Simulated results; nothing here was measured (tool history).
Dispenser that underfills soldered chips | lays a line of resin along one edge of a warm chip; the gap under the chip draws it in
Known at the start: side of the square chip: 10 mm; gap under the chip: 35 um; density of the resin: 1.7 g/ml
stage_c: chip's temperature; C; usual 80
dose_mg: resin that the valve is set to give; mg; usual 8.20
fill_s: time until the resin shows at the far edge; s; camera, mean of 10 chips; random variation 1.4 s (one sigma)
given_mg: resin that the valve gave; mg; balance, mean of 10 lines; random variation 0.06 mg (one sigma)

run	hour	stage_c	dose_mg	fill_s	given_mg
1	0.0	80	8.20	239.7	8.24
# hour 0.7: new syringe of resin
2	7.6	88	8.20	158.8	8.25
# hour 12.4: new syringe of resin
3	15.9	88	8.20	135.2	8.16
4	22.7	80	10.35	225.6	10.33
# hour 23.9: new syringe of resin
5	29.0	80	8.20	187.7	8.05
# hour 35.3: new syringe of resin
6	36.7	80	8.20	155.3	8.08
7	44.2	80	8.43	220.5	8.32

The next listed run, before its measurement:
# hour 46.9: new syringe of resin
8	52.9	80	8.43	?	?

Run 8 gave fill_s 196.6 s, given_mg 8.31 mg.
Without the tool's hidden state the same run would have given fill_s 142.0 s, given_mg 8.51 mg.
